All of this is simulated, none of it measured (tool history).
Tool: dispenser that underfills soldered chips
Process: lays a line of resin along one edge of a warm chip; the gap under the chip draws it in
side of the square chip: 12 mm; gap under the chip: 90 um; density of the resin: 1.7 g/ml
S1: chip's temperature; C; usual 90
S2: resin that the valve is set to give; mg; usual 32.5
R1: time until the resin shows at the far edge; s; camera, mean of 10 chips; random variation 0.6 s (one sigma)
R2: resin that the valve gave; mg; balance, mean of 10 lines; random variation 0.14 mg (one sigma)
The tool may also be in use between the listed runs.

run 1 day=0 | S1=90 S2=32.5 | R1=57.7 R2=32.46
run 2 day=0.117 | S1=89 S2=32.5 | R1=68 R2=32.08
run 3 day=0.271 | S1=89 S2=32.5 | R1=77.4 R2=32.19
-- day=0.312 new syringe of resin
run 4 day=0.454 | S1=89 S2=32.5 | R1=63.9 R2=32.37
run 5 day=0.621 | S1=89 S2=32.5 | R1=73.2 R2=32.01
-- day=0.721 new syringe of resin
run 6 day=0.75 | S1=82 S2=32.5 | R1=80.1 R2=31.83
run 7 day=0.958 | S1=90 S2=32.5 | R1=64.7 R2=31.96
-- day=1.121 new syringe of resin
run 8 day=1.146 | S1=90 S2=32.5 | R1=52.8 R2=31.77
run 9 day=1.312 | S1=90 S2=32.5 | R1=61.9 R2=31.58
run 10 day=1.488 | S1=90 S2=32.5 | R1=75.2 R2=31.6
-- day=1.533 new syringe of resin
run 11 day=1.6 | S1=90 S2=37.8 | R1=55.7 R2=36.83
run 12 day=1.708 | S1=92 S2=32.5 | R1=57.4 R2=31.79
-- day=1.933 new syringe of resin
run 13 day=1.933 | S1=92 S2=32.5 | R1=47.5 R2=31.43
run 14 day=2.042 | S1=92 S2=32.5 | R1=52.7 R2=31.39
run 15 day=2.212 | S1=92 S2=32.5 | R1=60.5 R2=31.27
-- day=2.35 new syringe of resin
run 16 day=2.45 | S1=90 S2=32.5 | R1=58 R2=31.16
run 17 day=2.575 | S1=90 S2=32.5 | R1=65.6 R2=31.28
-- day=2.758 new syringe of resin
run 18 day=2.783 | S1=86 S2=32.5 | R1=65.7 R2=31.21
run 19 day=2.942 | S1=86 S2=32.5 | R1=77.2 R2=31.14
run 20 day=3.133 | S1=93 S2=34.8 | R1=64.9 R2=33.31
-- day=3.179 new syringe of resin
run 21 day=3.342 | S1=88 S2=31.5 | R1=66.9 R2=29.9
run 22 day=3.438 | S1=80 S2=29.7 | R1=109.6 R2=28.23
-- day=3.6 new syringe of resin
run 23 day=3.654 | S1=82 S2=39.7 | R1=79.1 R2=37.51
run 24 day=3.838 | S1=82 S2=39.7 | R1=92.6 R2=37.32
-- day=3.996 new syringe of resin
run 25 day=4.071 | S1=77 S2=33.9 | R1=102.3 R2=31.61
run 26 day=4.292 | S1=77 S2=33.9 | R1=129.3 R2=31.62
-- day=4.408 new syringe of resin
run 27 day=4.479 | S1=84 S2=40.3 | R1=70.9 R2=37.54
run 28 day=4.696 | S1=96 S2=37.2 | R1=50.6 R2=34.59
-- day=4.825 new syringe of resin
run 29 day=4.929 | S1=103 S2=39.4 | R1=31.6 R2=36.63
run 30 day=5.138 | S1=90 S2=30.5 | R1=73.8 R2=28.1
-- day=5.225 new syringe of resin
run 31 day=5.258 | S1=95 S2=29 | R1=44.3 R2=26.77
run 32 day=5.417 | S1=82 S2=28.3 | R1=95.7 R2=26.06
-- day=5.629 new syringe of resin
run 33 day=5.646 | S1=98 S2=28.3 | R1=37.6 R2=26.02
run 34 day=5.771 | S1=98 S2=28.3 | R1=42.5 R2=26.25
run 35 day=5.875 | S1=78 S2=41.5 | R1=111.6 R2=37.66
-- day=6.029 new syringe of resin
run 36 day=6.038 | S1=102 S2=33.2 | R1=30.9 R2=30.24

The same runs without the tool's hidden state, with the same run-to-run variation:
The hidden state here: resin's viscosity, % of fresh resin's; dose that the valve gives, % of what is set; true chip temperature over the reading, C; drift of the gauge itself on fill_s, %; drift of the gauge itself on given_mg, %.
run=1 R1=51.8 R2=32.54
run=2 R1=54.8 R2=32.21
run=3 R1=54.2 R2=32.4
run=4 R1=55.7 R2=32.66
run=5 R1=54.8 R2=32.39
run=6 R1=77.1 R2=32.26
run=7 R1=51.2 R2=32.5
run=8 R1=51.5 R2=32.4
run=9 R1=51.6 R2=32.29
run=10 R1=53.5 R2=32.4
run=11 R1=51.9 R2=37.82
run=12 R1=48.2 R2=32.69
run=13 R1=47.6 R2=32.42
run=14 R1=47.9 R2=32.43
run=15 R1=46.7 R2=32.39
run=16 R1=52.2 R2=32.38
run=17 R1=52.6 R2=32.56
run=18 R1=63.6 R2=32.6
run=19 R1=64.6 R2=32.6
run=20 R1=45.6 R2=34.98
run=21 R1=58.3 R2=31.5
run=22 R1=86.9 R2=29.79
run=23 R1=75.6 R2=39.69
run=24 R1=74.8 R2=39.6
run=25 R1=95.5 R2=33.68
run=26 R1=98.5 R2=33.79
run=27 R1=67.3 R2=40.25
run=28 R1=39.2 R2=37.21
run=29 R1=28.3 R2=39.53
run=30 R1=53.8 R2=30.44
run=31 R1=42.9 R2=29.04
run=32 R1=79.9 R2=28.35
run=33 R1=36.8 R2=28.41
run=34 R1=37.1 R2=28.7
run=35 R1=90.8 R2=41.27
run=36 R1=30.7 R2=33.23
